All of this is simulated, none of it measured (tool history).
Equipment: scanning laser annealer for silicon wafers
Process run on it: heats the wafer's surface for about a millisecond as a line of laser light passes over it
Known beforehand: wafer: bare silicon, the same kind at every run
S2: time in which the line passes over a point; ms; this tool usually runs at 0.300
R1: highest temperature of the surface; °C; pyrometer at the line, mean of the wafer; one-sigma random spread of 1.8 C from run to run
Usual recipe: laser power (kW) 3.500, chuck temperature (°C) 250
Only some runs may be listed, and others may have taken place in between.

Run 1, day 0.000: usual settings. Result: R1 971 °C.
Run 2, day 1.062: usual settings. Result: R1 966 °C.
Run 3, day 2.254: usual settings. Result: R1 968 °C.
Run 4, day 3.067: usual settings. Result: R1 964 °C.
Run 5, day 4.467: usual settings. Result: R1 963 °C.
Run 6, day 5.304: usual settings but laser power (kW) 3.632. Result: R1 990 °C.
Run 7, day 6.825: usual settings but laser power (kW) 3.632. Result: R1 987 °C.
Run 8, day 8.038: usual settings but laser power (kW) 3.632. Result: R1 986 °C.
At day 8.396: window over the wafer cleaned.
Run 9, day 9.604: usual settings but S2 0.228 ms. Result: R1 897 °C.
Run 10, day 10.338: usual settings but S2 0.228 ms, chuck temperature (°C) 277. Result: R1 930 °C.
Run 11, day 11.183: usual settings. Result: R1 995 °C.
Run 12, day 12.600: usual settings. Result: R1 993 °C.
Run 13, day 13.279: usual settings. Result: R1 990 °C.
Run 14, day 14.475: usual settings but chuck temperature (°C) 223. Result: R1 962 °C.
Run 15, day 15.700: usual settings but chuck temperature (°C) 223. Result: R1 959 °C.
Run 16, day 16.583: usual settings but S2 0.296 ms, chuck temperature (°C) 223. Result: R1 955 °C.
Run 17, day 17.817: usual settings but laser power (kW) 3.285, S2 0.296 ms, chuck temperature (°C) 223. Result: R1 905 °C.
Run 18, day 19.121: usual settings but laser power (kW) 3.285, S2 0.296 ms, chuck temperature (°C) 223. Result: R1 900 °C.
At day 19.321: laser's power meter calibrated.
Run 19, day 20.467: usual settings but laser power (kW) 3.285, S2 0.296 ms, chuck temperature (°C) 223. Result: R1 901 °C.
Run 20, day 21.688: usual settings but laser power (kW) 3.377. Result: R1 954 °C.
Run 21, day 22.775: usual settings but S2 0.302 ms. Result: R1 978 °C.
Run 22, day 24.342: usual settings but laser power (kW) 3.328, S2 0.265 ms, chuck temperature (°C) 239. Result: R1 883 °C.
At day 24.850: laser's power meter calibrated, once more.
Run 23, day 25.183: usual settings but laser power (kW) 3.801, S2 0.309 ms, chuck temperature (°C) 288. Result: R1 1086 °C.
Run 24, day 26.008: usual settings but laser power (kW) 3.034, S2 0.309 ms, chuck temperature (°C) 288. Result: R1 914 °C.
Run 25, day 26.925: usual settings but S2 0.325 ms. Result: R1 1000 °C.
Run 26, day 28.129: usual settings but laser power (kW) 3.065, S2 0.242 ms, chuck temperature (°C) 273. Result: R1 826 °C.
Run 27, day 29.346: usual settings but laser power (kW) 3.065, S2 0.242 ms, chuck temperature (°C) 273. Result: R1 823 °C.
Run 28, day 30.521: usual settings but laser power (kW) 3.366, S2 0.238 ms, chuck temperature (°C) 242. Result: R1 847 °C.
At day 31.721: optics aligned, line set to its width.
Run 29, day 32.275: usual settings but laser power (kW) 3.366, S2 0.238 ms, chuck temperature (°C) 242. Result: R1 857 °C.
Run 30, day 33.075: usual settings but laser power (kW) 3.366, S2 0.373 ms, chuck temperature (°C) 257. Result: R1 1031 °C.
Run 31, day 34.729: usual settings but chuck temperature (°C) 217. Result: R1 933 °C.
Run 32, day 36.212: usual settings but laser power (kW) 3.249, S2 0.238 ms, chuck temperature (°C) 241. Result: R1 825 °C.
Run 33, day 37.671: usual settings but laser power (kW) 3.249, S2 0.238 ms, chuck temperature (°C) 241. Result: R1 826 °C.
Run 34, day 38.633: usual settings but chuck temperature (°C) 236. Result: R1 948 °C.
At day 39.750: window over the wafer cleaned.
Run 35, day 40.183: usual settings but S2 0.364 ms, chuck temperature (°C) 236. Result: R1 1070 °C.
Run 36, day 41.708: usual settings but S2 0.354 ms. Result: R1 1067 °C.

Run by run, hidden condition taken away, random variation retained:
Hidden state at play: light that passes the window, % of a clean one's; laser's true power over the reading, %; width of the line over the set one, %; drift of the gauge itself on peak_c, C.
run    R1
  1  1009
  2  1005
  3  1009
  4  1007
  5  1009
  6  1039
  7  1038
  8  1040
  9   906
 10   940
 11  1007
 12  1008
 13  1007
 14   980
 15   980
 16   977
 17   927
 18   925
 19   926
 20   982
 21  1010
 22   913
 23  1129
 24   949
 25  1044
 26   860
 27   858
 28   888
 29   888
 30  1071
 31   973
 32   860
 33   863
 34   996
 35  1074
 36  1073
